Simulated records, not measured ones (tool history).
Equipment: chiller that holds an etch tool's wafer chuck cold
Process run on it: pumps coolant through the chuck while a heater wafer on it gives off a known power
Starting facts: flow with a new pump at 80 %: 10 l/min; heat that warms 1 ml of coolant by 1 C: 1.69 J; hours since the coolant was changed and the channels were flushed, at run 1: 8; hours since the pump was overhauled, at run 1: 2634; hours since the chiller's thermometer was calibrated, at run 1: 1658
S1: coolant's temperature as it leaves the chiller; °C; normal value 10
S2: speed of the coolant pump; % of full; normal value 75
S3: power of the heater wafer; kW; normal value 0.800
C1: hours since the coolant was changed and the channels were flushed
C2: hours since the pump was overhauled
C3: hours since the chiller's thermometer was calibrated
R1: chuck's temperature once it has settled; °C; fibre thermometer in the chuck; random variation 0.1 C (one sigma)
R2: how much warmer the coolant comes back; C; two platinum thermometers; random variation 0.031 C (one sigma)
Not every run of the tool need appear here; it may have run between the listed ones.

run 1 hour=0.0 | S1=10 S2=75 S3=0.800 | C1=8 C2=2634 C3=1658 | R1=16.2 R2=3.38
run 2 hour=82.1 | S1=10 S2=75 S3=0.800 | C1=90 C2=2716 C3=1740 | R1=16.4 R2=3.35
run 3 hour=184.9 | S1=10 S2=75 S3=0.642 | C1=193 C2=2819 C3=1842 | R1=15.1 R2=2.68
run 4 hour=267.6 | S1=10 S2=75 S3=0.642 | C1=276 C2=2901 C3=1925 | R1=14.9 R2=2.71
run 5 hour=366.0 | S1=10 S2=75 S3=0.642 | C1=374 C2=3000 C3=2024 | R1=15.0 R2=2.69
run 6 hour=412.1 | S1=10 S2=81 S3=0.800 | C1=420 C2=3046 C3=2070 | R1=15.9 R2=3.09
run 7 hour=495.8 | S1=2 S2=75 S3=0.800 | C1=504 C2=3130 C3=2153 | R1=8.4 R2=3.37
run 8 hour=584.4 | S1=10 S2=98 S3=0.800 | C1=592 C2=3218 C3=2242 | R1=14.8 R2=2.53
run 9 hour=684.3 | S1=10 S2=98 S3=0.800 | C1=692 C2=3318 C3=2342 | R1=15.0 R2=2.54
-- hour=719.9 chiller's thermometer calibrated
run 10 hour=785.2 | S1=10 S2=98 S3=0.470 | C1=792 C2=3418 C3=65 | R1=12.6 R2=1.49
run 11 hour=886.6 | S1=10 S2=98 S3=0.470 | C1=894 C2=3519 C3=167 | R1=12.5 R2=1.50
run 12 hour=956.9 | S1=10 S2=98 S3=0.470 | C1=964 C2=3590 C3=237 | R1=12.6 R2=1.53
run 13 hour=1060.9 | S1=10 S2=98 S3=0.470 | C1=1068 C2=3694 C3=341 | R1=12.4 R2=1.50
run 14 hour=1164.4 | S1=10 S2=98 S3=0.470 | C1=1171 C2=3797 C3=444 | R1=12.6 R2=1.55
run 15 hour=1231.4 | S1=10 S2=98 S3=0.470 | C1=1238 C2=3864 C3=511 | R1=12.6 R2=1.51
-- hour=1296.9 chiller's thermometer calibrated, once more
run 16 hour=1312.7 | S1=10 S2=98 S3=0.470 | C1=1319 C2=3944 C3=16 | R1=13.3 R2=1.55
run 17 hour=1376.0 | S1=10 S2=98 S3=0.470 | C1=1382 C2=4008 C3=79 | R1=13.5 R2=1.54
run 18 hour=1482.7 | S1=10 S2=98 S3=0.470 | C1=1489 C2=4114 C3=186 | R1=13.4 R2=1.53
run 19 hour=1564.1 | S1=12 S2=83 S3=0.663 | C1=1570 C2=4196 C3=267 | R1=17.4 R2=2.62
run 20 hour=1671.5 | S1=0 S2=81 S3=0.494 | C1=1678 C2=4303 C3=375 | R1=4.1 R2=2.03
run 21 hour=1743.3 | S1=6 S2=75 S3=0.575 | C1=1749 C2=4375 C3=446 | R1=11.2 R2=2.61
run 22 hour=1815.7 | S1=10 S2=78 S3=0.968 | C1=1822 C2=4448 C3=519 | R1=18.5 R2=4.11
run 23 hour=1865.5 | S1=10 S2=78 S3=0.593 | C1=1872 C2=4497 C3=569 | R1=15.3 R2=2.54
run 24 hour=1923.0 | S1=18 S2=74 S3=0.559 | C1=1929 C2=4555 C3=626 | R1=23.2 R2=2.52
run 25 hour=1987.3 | S1=4 S2=90 S3=0.461 | C1=1993 C2=4619 C3=690 | R1=7.7 R2=1.71
run 26 hour=2058.2 | S1=20 S2=76 S3=0.461 | C1=2064 C2=4690 C3=761 | R1=24.2 R2=2.01
run 27 hour=2108.5 | S1=12 S2=66 S3=0.974 | C1=2115 C2=4740 C3=812 | R1=22.1 R2=5.06
run 28 hour=2211.8 | S1=12 S2=66 S3=0.881 | C1=2218 C2=4844 C3=915 | R1=21.4 R2=4.58
run 29 hour=2275.8 | S1=15 S2=75 S3=0.800 | C1=2282 C2=4908 C3=979 | R1=22.4 R2=3.61
run 30 hour=2323.7 | S1=15 S2=75 S3=0.800 | C1=2330 C2=4955 C3=1027 | R1=22.4 R2=3.66
run 31 hour=2381.5 | S1=15 S2=75 S3=0.800 | C1=2388 C2=5013 C3=1085 | R1=22.5 R2=3.72
run 32 hour=2490.7 | S1=6 S2=75 S3=0.800 | C1=2497 C2=5123 C3=1194 | R1=13.5 R2=3.70
run 33 hour=2543.3 | S1=7 S2=94 S3=0.554 | C1=2549 C2=5175 C3=1246 | R1=11.1 R2=2.00

Each row is a separate what-if for the run after 33, all from the same tool condition, not one after another. Results?
run A hour=2643.1 | S1=10 S2=75 S3=0.998 | C1=2649 C2=5275 C3=1346 | R1=? R2=?
run B hour=2643.1 | S1=7 S2=94 S3=1.086 | C1=2649 C2=5275 C3=1346 | R1=? R2=?
run C hour=2643.1 | S1=10 S2=75 S3=0.800 | C1=2649 C2=5275 C3=1346 | R1=? R2=?

run=A R1=19.5 R2=4.54
run=B R1=15.3 R2=3.86
run=C R1=17.6 R2=3.65
Take away the tool's hidden state, keep each run's random variation, and the runs would have read:
run=A R1=17.6 R2=3.77
run=B R1=13.7 R2=3.21
run=C R1=16.1 R2=3.03
